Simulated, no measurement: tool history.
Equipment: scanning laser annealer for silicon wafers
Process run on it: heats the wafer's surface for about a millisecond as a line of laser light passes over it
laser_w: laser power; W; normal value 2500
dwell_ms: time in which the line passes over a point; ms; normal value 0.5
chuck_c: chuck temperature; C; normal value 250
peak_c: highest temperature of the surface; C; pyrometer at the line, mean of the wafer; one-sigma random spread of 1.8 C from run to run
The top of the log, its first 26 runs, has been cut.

run 27 hour=1515.8 | laser_w=2500 dwell_ms=0.371 chuck_c=284 | peak_c=983
run 28 hour=1574.4 | laser_w=2500 dwell_ms=0.468 chuck_c=217 | peak_c=994
-- hour=1625.8 window over the wafer cleaned
run 29 hour=1638.9 | laser_w=2500 dwell_ms=0.586 chuck_c=250 | peak_c=1119
run 30 hour=1690.2 | laser_w=2157 dwell_ms=0.5 chuck_c=245 | peak_c=947
run 31 hour=1744.6 | laser_w=2333 dwell_ms=0.5 chuck_c=254 | peak_c=1013
run 32 hour=1789 | laser_w=2254 dwell_ms=0.47 chuck_c=228 | peak_c=941
run 33 hour=1867 | laser_w=2201 dwell_ms=0.5 chuck_c=253 | peak_c=970
run 34 hour=1936.8 | laser_w=2593 dwell_ms=0.5 chuck_c=250 | peak_c=1082
run 35 hour=1989.9 | laser_w=2593 dwell_ms=0.5 chuck_c=250 | peak_c=1084
run 36 hour=2061.1 | laser_w=2217 dwell_ms=0.498 chuck_c=239 | peak_c=958
run 37 hour=2132.2 | laser_w=2217 dwell_ms=0.498 chuck_c=239 | peak_c=959
run 38 hour=2199.2 | laser_w=2450 dwell_ms=0.497 chuck_c=250 | peak_c=1039
-- hour=2212 window over the wafer cleaned
run 39 hour=2241.7 | laser_w=2450 dwell_ms=0.497 chuck_c=250 | peak_c=1040
run 40 hour=2282.3 | laser_w=2500 dwell_ms=0.5 chuck_c=223 | peak_c=1025
run 41 hour=2323.3 | laser_w=2275 dwell_ms=0.596 chuck_c=261 | peak_c=1066

Consider 3 possible next runs. They are alternatives, not a sequence: every one starts from the tool as it was left by run 41. What does each give?
run A hour=2399 | laser_w=2481 dwell_ms=0.5 chuck_c=240 | peak_c=?
run B hour=2399 | laser_w=2523 dwell_ms=0.406 chuck_c=276 | peak_c=?
run C hour=2399 | laser_w=2570 dwell_ms=0.38 chuck_c=222 | peak_c=?

run=A peak_c=1042
run=B peak_c=1007
run=C peak_c=947
The same runs, with their run-to-run variation unchanged, on a tool lacking any hidden condition would have given:
run=A peak_c=1043
run=B peak_c=1007
run=C peak_c=947
